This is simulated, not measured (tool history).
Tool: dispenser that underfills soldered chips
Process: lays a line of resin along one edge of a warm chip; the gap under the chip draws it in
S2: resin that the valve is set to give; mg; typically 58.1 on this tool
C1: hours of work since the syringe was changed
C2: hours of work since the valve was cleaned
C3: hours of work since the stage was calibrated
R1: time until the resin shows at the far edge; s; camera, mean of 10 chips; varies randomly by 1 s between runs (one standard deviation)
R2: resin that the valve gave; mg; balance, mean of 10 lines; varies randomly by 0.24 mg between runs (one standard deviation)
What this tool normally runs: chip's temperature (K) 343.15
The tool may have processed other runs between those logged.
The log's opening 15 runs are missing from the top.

Run 16, hour 67.9: usual settings but S2 71.0 mg; C1 4; C2 69; C3 154. Result: R1 112.7 s, R2 65.90 mg.
At hour 72.8: new syringe of resin.
Run 17, hour 73.4: usual settings but chip's temperature (K) 336.15; C1 0; C2 73; C3 157. Result: R1 139.6 s, R2 53.83 mg.
Run 18, hour 79.6: usual settings but chip's temperature (K) 336.15, S2 51.8 mg; C1 5; C2 77; C3 162. Result: R1 171.6 s, R2 47.85 mg.
At hour 83.3: new syringe of resin.
Run 19, hour 86.0: usual settings but chip's temperature (K) 336.15, S2 51.8 mg; C1 2; C2 82; C3 166. Result: R1 149.7 s, R2 47.45 mg.
Run 20, hour 90.0: usual settings but chip's temperature (K) 336.15, S2 51.8 mg; C1 5; C2 84; C3 169. Result: R1 175.4 s, R2 47.23 mg.
At hour 94.0: new syringe of resin.
Run 21, hour 95.4: usual settings but chip's temperature (K) 336.15, S2 51.8 mg; C1 1; C2 88; C3 172. Result: R1 145.0 s, R2 47.49 mg.
Run 22, hour 98.3: usual settings but chip's temperature (K) 335.15; C1 3; C2 90; C3 174. Result: R1 164.4 s, R2 52.72 mg.
Run 23, hour 102.6: usual settings but chip's temperature (K) 342.15, S2 61.4 mg; C1 6; C2 93; C3 177. Result: R1 130.4 s, R2 55.41 mg.
At hour 104.5: new syringe of resin.
Run 24, hour 106.6: usual settings but chip's temperature (K) 342.15, S2 61.4 mg; C1 1; C2 96; C3 180. Result: R1 106.8 s, R2 55.73 mg.
Run 25, hour 110.1: usual settings but chip's temperature (K) 342.15, S2 70.8 mg; C1 4; C2 98; C3 182. Result: R1 116.5 s, R2 63.51 mg.
Run 26, hour 114.0: usual settings but chip's temperature (K) 351.15, S2 63.0 mg; C1 7; C2 101; C3 185. Result: R1 85.9 s, R2 56.85 mg.
At hour 114.8: new syringe of resin.
Run 27, hour 120.5: usual settings but chip's temperature (K) 328.15, S2 54.8 mg; C1 4; C2 105; C3 189. Result: R1 249.2 s, R2 48.78 mg.
At hour 125.4: new syringe of resin.
Run 28, hour 126.6: usual settings but chip's temperature (K) 328.15, S2 65.8 mg; C1 1; C2 109; C3 193. Result: R1 211.1 s, R2 58.91 mg.
Run 29, hour 130.9: usual settings but chip's temperature (K) 328.15, S2 65.8 mg; C1 4; C2 112; C3 196. Result: R1 244.3 s, R2 58.18 mg.
At hour 135.7: new syringe of resin.
Run 30, hour 136.4: usual settings but chip's temperature (K) 342.15, S2 54.9 mg; C1 1; C2 116; C3 200. Result: R1 103.7 s, R2 48.12 mg.

5 options for the next run, each taken on its own from the tool as it stands now. Forecast them:
Run A, hour 139.9: usual settings but chip's temperature (K) 347.15, S2 58.0 mg; C1 3; C2 118; C3 203. Result: R1 ?, R2 ?.
Run B, hour 139.9: usual settings but chip's temperature (K) 329.15, S2 54.9 mg; C1 3; C2 118; C3 203. Result: R1 ?, R2 ?.
Run C, hour 139.9: usual settings but chip's temperature (K) 346.15, S2 57.2 mg; C1 3; C2 118; C3 203. Result: R1 ?, R2 ?.
Run D, hour 139.9: usual settings but chip's temperature (K) 339.15, S2 54.9 mg; C1 3; C2 118; C3 203. Result: R1 ?, R2 ?.
Run E, hour 139.9: usual settings but chip's temperature (K) 355.15, S2 54.9 mg; C1 3; C2 118; C3 203. Result: R1 ?, R2 ?.

run     R1     R2
  A   89.0  50.99
  B  229.8  48.16
  C   95.1  50.29
  D  135.7  48.31
  E   61.8  48.10
Stripped of hidden state, with their random variation kept, the same runs would have yielded:
run     R1     R2
  A   78.7  57.86
  B  203.0  54.65
  C   84.0  57.06
  D  119.6  54.82
  E   54.3  54.58
